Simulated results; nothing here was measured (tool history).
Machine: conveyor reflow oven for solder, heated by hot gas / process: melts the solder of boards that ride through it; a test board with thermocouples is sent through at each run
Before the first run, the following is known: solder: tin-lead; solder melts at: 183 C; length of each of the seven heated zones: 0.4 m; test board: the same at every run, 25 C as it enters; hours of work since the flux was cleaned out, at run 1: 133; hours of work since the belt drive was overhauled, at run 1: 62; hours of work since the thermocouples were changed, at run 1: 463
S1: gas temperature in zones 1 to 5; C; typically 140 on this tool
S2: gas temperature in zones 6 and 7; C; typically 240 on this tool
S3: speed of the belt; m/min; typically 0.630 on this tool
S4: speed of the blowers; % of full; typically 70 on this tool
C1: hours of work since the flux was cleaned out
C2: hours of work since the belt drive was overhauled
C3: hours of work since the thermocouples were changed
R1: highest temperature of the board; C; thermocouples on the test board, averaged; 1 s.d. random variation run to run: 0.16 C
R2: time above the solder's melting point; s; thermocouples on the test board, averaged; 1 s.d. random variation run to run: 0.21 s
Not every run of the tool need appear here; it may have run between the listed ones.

Run 1, day 0.000: usual settings; C1 133; C2 62; C3 463. Result: R1 223.8 C, R2 62.8 s.
Run 2, day 1.629: usual settings but S2 252 C; C1 155; C2 84; C3 485. Result: R1 234.6 C, R2 68.6 s.
Run 3, day 4.854: usual settings; C1 198; C2 127; C3 528. Result: R1 223.9 C, R2 62.3 s.
Run 4, day 7.192: usual settings; C1 229; C2 158; C3 559. Result: R1 223.8 C, R2 62.1 s.
At day 9.208: flux residue cleaned out of gas plates and filters.
Run 5, day 9.788: usual settings; C1 8; C2 190; C3 591. Result: R1 223.6 C, R2 62.4 s.
Run 6, day 12.658: usual settings but S4 73 % of full; C1 46; C2 228; C3 629. Result: R1 224.3 C, R2 63.2 s.
Run 7, day 14.388: usual settings but S2 243 C, S4 73 % of full; C1 69; C2 251; C3 652. Result: R1 227.0 C, R2 64.4 s.
Run 8, day 17.179: usual settings but S2 243 C, S4 73 % of full; C1 106; C2 289; C3 690. Result: R1 226.9 C, R2 64.5 s.
Run 9, day 20.288: usual settings but S2 243 C, S4 73 % of full; C1 148; C2 330; C3 731. Result: R1 227.0 C, R2 64.1 s.
Run 10, day 21.879: usual settings but S2 243 C, S4 73 % of full; C1 169; C2 351; C3 752. Result: R1 226.9 C, R2 64.4 s.
Run 11, day 25.188: usual settings but S2 243 C, S4 73 % of full; C1 213; C2 396; C3 797. Result: R1 227.2 C, R2 64.8 s.
At day 28.400: flux residue cleaned out of gas plates and filters.
Run 12, day 29.112: usual settings but S2 243 C, S4 73 % of full; C1 10; C2 445; C3 846. Result: R1 227.2 C, R2 65.0 s.
Run 13, day 31.112: usual settings but S2 243 C, S4 73 % of full; C1 36; C2 472; C3 873. Result: R1 226.8 C, R2 64.7 s.
Run 14, day 34.571: usual settings but S2 245 C; C1 82; C2 518; C3 919. Result: R1 228.2 C, R2 65.1 s.
Run 15, day 37.038: usual settings but S3 0.749 m/min; C1 115; C2 551; C3 952. Result: R1 217.5 C, R2 48.2 s.
Run 16, day 40.279: usual settings but S3 0.749 m/min; C1 159; C2 594; C3 995. Result: R1 217.6 C, R2 48.3 s.
Run 17, day 43.046: usual settings but S3 0.749 m/min; C1 196; C2 631; C3 1032. Result: R1 217.9 C, R2 47.6 s.
Run 18, day 44.671: usual settings but S1 128 C, S3 0.740 m/min, S4 56 % of full; C1 217; C2 653; C3 1054. Result: R1 211.4 C, R2 40.2 s.
Run 19, day 46.342: usual settings but S1 129 C; C1 240; C2 675; C3 1076. Result: R1 222.1 C, R2 57.5 s.
At day 47.542: flux residue cleaned out of gas plates and filters.
Run 20, day 50.125: usual settings but S1 129 C; C1 35; C2 723; C3 1124. Result: R1 221.7 C, R2 57.9 s.
Run 21, day 53.404: usual settings but S2 246 C, S3 0.583 m/min; C1 78; C2 767; C3 1168. Result: R1 231.6 C, R2 72.8 s.
Run 22, day 55.721: usual settings but S2 246 C, S3 0.605 m/min, S4 50 % of full; C1 109; C2 798; C3 1199. Result: R1 225.7 C, R2 65.8 s.
Run 23, day 58.754: usual settings but S2 246 C, S3 0.605 m/min, S4 50 % of full; C1 150; C2 838; C3 1239. Result: R1 225.7 C, R2 65.9 s.
Run 24, day 60.958: usual settings but S2 246 C, S3 0.605 m/min, S4 50 % of full; C1 179; C2 868; C3 1269. Result: R1 225.6 C, R2 66.4 s.
At day 61.392: thermocouples of zones 6 and 7 changed.
Run 25, day 63.042: usual settings but S2 246 C, S3 0.605 m/min, S4 50 % of full; C1 206; C2 895; C3 22. Result: R1 226.0 C, R2 66.1 s.
Run 26, day 65.779: usual settings but S2 246 C, S3 0.605 m/min, S4 50 % of full; C1 243; C2 931; C3 59. Result: R1 226.0 C, R2 66.4 s.
At day 66.771: flux residue cleaned out of gas plates and filters.
Run 27, day 68.138: usual settings but S2 246 C, S3 0.731 m/min, S4 89 % of full; C1 18; C2 960; C3 87. Result: R1 227.5 C, R2 55.8 s.
Run 28, day 70.438: usual settings but S2 246 C, S3 0.731 m/min, S4 89 % of full; C1 49; C2 991; C3 118. Result: R1 227.7 C, R2 55.1 s.
Run 29, day 73.267: usual settings but S2 246 C, S3 0.731 m/min, S4 89 % of full; C1 87; C2 1028; C3 156. Result: R1 227.6 C, R2 55.7 s.

Branching from run 29: 3 alternative next runs. What would each branch give?
Run A, day 75.088: usual settings but S2 246 C, S3 0.563 m/min, S4 89 % of full; C1 111; C2 1053; C3 180. Result: R1 ?, R2 ?.
Run B, day 75.088: usual settings but S2 247 C; C1 111; C2 1053; C3 180. Result: R1 ?, R2 ?.
Run C, day 75.088: usual settings but S1 144 C, S2 246 C, S3 0.731 m/min, S4 89 % of full; C1 111; C2 1053; C3 180. Result: R1 ?, R2 ?.

run     R1    R2
  A  235.4  77.4
  B  230.1  66.2
  C  228.0  57.1
Take away the tool's hidden state, keep each run's random variation, and the runs would have read:
run     R1    R2
  A  235.4  77.3
  B  230.1  66.2
  C  228.0  57.0

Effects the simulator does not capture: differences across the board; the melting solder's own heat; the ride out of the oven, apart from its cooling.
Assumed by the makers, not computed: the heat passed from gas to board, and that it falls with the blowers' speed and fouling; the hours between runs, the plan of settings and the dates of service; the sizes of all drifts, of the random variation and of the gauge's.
